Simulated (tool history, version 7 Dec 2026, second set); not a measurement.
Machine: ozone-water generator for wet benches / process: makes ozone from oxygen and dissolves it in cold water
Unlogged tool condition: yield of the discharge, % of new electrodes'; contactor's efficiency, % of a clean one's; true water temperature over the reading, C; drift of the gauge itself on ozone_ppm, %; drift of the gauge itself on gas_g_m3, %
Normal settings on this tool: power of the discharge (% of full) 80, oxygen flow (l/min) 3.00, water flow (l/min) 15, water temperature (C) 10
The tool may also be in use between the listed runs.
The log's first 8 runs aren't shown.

run	hour	power of the discharge (% of full)	oxygen flow (l/min)	water flow (l/min)	water temperature (C)	hours of work since the electrodes were changed	hours of work since the contactor was cleaned	hours of work since the thermometer was calibrated	dissolved ozone (ppm)	ozone in the gas ahead of the water (g/m3)
9	567.1	80	3.00	15	10	1312	1312	897	18.5	184.0
10	677.4	80	3.00	15	10	1414	1414	999	18.6	183.3
11	792.7	80	3.00	15	10	1521	1521	1106	18.8	183.0
12	908.8	80	3.00	12	10	1629	1629	1214	22.3	184.5
13	1002.2	80	3.00	13	10	1715	1715	1300	21.1	181.8
# hour 1068.2: gauge calibrated
14	1074.2	85	3.00	15	10	1782	1782	1367	19.3	193.2
15	1130.3	80	3.40	15	10	1834	1834	1419	19.3	177.7
16	1234.8	80	3.40	15	10	1931	1931	1515	19.4	176.1
17	1300.2	50	4.01	14	7	1991	1991	1576	16.6	125.4
18	1426.0	50	4.01	14	7	2108	2108	1693	16.7	125.1
19	1536.8	50	4.01	14	7	2210	2210	1795	16.6	125.0
20	1627.4	80	3.00	20	11	2294	2294	1879	14.5	183.2
21	1680.7	97	2.39	10	15	2344	2344	1929	25.7	226.1
22	1786.5	50	3.08	10	6	2442	2442	2027	20.6	136.7
23	1870.8	80	3.00	15	15	2520	2520	2105	17.5	182.2
24	1982.3	80	3.00	15	15	2623	2623	2208	17.4	183.6
25	2053.4	41	3.55	15	10	2689	2689	2274	13.2	113.1
26	2129.2	41	4.49	15	16	2759	2759	2344	12.5	105.2
27	2216.9	80	3.00	14	13	2840	2840	2425	19.1	179.8
28	2327.4	80	3.00	14	13	2943	2943	2528	18.9	180.5
29	2388.5	80	3.00	14	13	2999	2999	2584	19.1	180.2
30	2453.9	60	3.00	14	13	3060	3060	2645	15.9	151.8
31	2505.5	40	1.89	14	13	3108	3108	2693	10.9	141.6
32	2618.2	88	3.00	15	10	3212	3212	2797	19.4	188.1

Here are 4 independent what-if runs from the current tool condition. What would each one return?
A	2714.1	40	3.00	19	10	3301	3301	2886	?	?
B	2714.1	88	3.00	19	11	3301	3301	2886	?	?
C	2714.1	80	3.00	15	7	3301	3301	2886	?	?
D	2714.1	92	3.00	15	10	3301	3301	2886	?	?

run	dissolved ozone (ppm)	ozone in the gas ahead of the water (g/m3)
A	10.0	117.3
B	15.6	189.2
C	19.2	176.8
D	20.0	194.7
What these runs would have given with no unlogged condition in the tool:
run	dissolved ozone (ppm)	ozone in the gas ahead of the water (g/m3)
A	10.0	122.8
B	15.7	198.1
C	19.3	185.2
D	20.0	203.8
